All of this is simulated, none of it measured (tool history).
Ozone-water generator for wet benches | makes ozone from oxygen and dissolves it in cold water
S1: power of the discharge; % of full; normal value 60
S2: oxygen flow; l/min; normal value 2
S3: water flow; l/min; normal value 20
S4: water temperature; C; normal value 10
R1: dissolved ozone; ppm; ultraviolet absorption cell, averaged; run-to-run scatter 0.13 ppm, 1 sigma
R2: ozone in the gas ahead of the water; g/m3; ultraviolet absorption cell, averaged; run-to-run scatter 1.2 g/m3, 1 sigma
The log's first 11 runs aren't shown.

| run | hour | S1 | S2 | S3 | S4 | R1 | R2 |
|---|---|---|---|---|---|---|---|
| 12 | 289.1 | 60 | 2 | 20 | 8 | 13.4 | 217 |
| 13 | 323.9 | 60 | 2 | 20 | 8 | 13.3 | 218.3 |
| 14 | 346.7 | 60 | 2 | 20 | 10 | 13 | 216.4 |
| 15 | 370.6 | 60 | 2 | 20 | 10 | 13.2 | 218 |
| 16 | 408.6 | 60 | 2 | 20 | 10 | 13.3 | 218.5 |
| 17 | 426.6 | 60 | 2 | 20 | 10 | 13.1 | 217.2 |
| 18 | 459.6 | 75 | 2.51 | 19 | 8 | 17.6 | 223.3 |
| 19 | 493.1 | 60 | 2 | 30 | 15 | 8.2 | 218.2 |
| 20 | 523.7 | 60 | 2 | 30 | 15 | 8.1 | 220.1 |
| 21 | 546.8 | 94 | 1.12 | 25 | 7 | 10.3 | 359.5 |
| 22 | 574.8 | 94 | 1.25 | 20 | 7 | 14.2 | 342.3 |
| 23 | 604.4 | 82 | 2.38 | 20 | 10 | 16.9 | 241.7 |
| 24 | 630.3 | 98 | 2 | 20 | 10 | 17.4 | 285.6 |
|  | 640 | water thermometer calibrated |
| 25 | 659.8 | 76 | 2 | 22 | 10 | 13.5 | 249.2 |
| 26 | 680.6 | 76 | 2 | 22 | 10 | 13.7 | 247.9 |
| 27 | 710.7 | 76 | 2 | 22 | 10 | 13.5 | 246.7 |
| 28 | 727.9 | 75 | 1.53 | 22 | 10 | 12.1 | 278.8 |
| 29 | 744.7 | 75 | 1.53 | 22 | 10 | 12 | 276.6 |
| 30 | 782 | 75 | 1.53 | 22 | 10 | 12.1 | 281.2 |
| 31 | 799.1 | 60 | 2.37 | 20 | 5 | 14.4 | 202.9 |
| 32 | 837.4 | 77 | 1.63 | 20 | 10 | 14.2 | 274.3 |
| 33 | 870.8 | 60 | 1.77 | 20 | 10 | 12.8 | 231.7 |
| 34 | 900.7 | 60 | 1.29 | 20 | 14 | 10.9 | 262.9 |

Branching from run 34: 3 alternative next runs. What would each branch give?
| A | 920.5 | 80 | 1.29 | 20 | 10 | ? | ? |
| B | 920.5 | 60 | 2 | 20 | 14 | ? | ? |
| C | 920.5 | 55 | 1.29 | 20 | 8 | ? | ? |

| run | R1 | R2 |
|---|---|---|
| A | 13.1 | 306.7 |
| B | 12.8 | 219.8 |
| C | 10.5 | 249.8 |
Without the tool's unlogged condition, the same runs would have read:
| run | R1 | R2 |
|---|---|---|
| A | 13.1 | 306.8 |
| B | 12.8 | 219.9 |
| C | 10.5 | 249.8 |
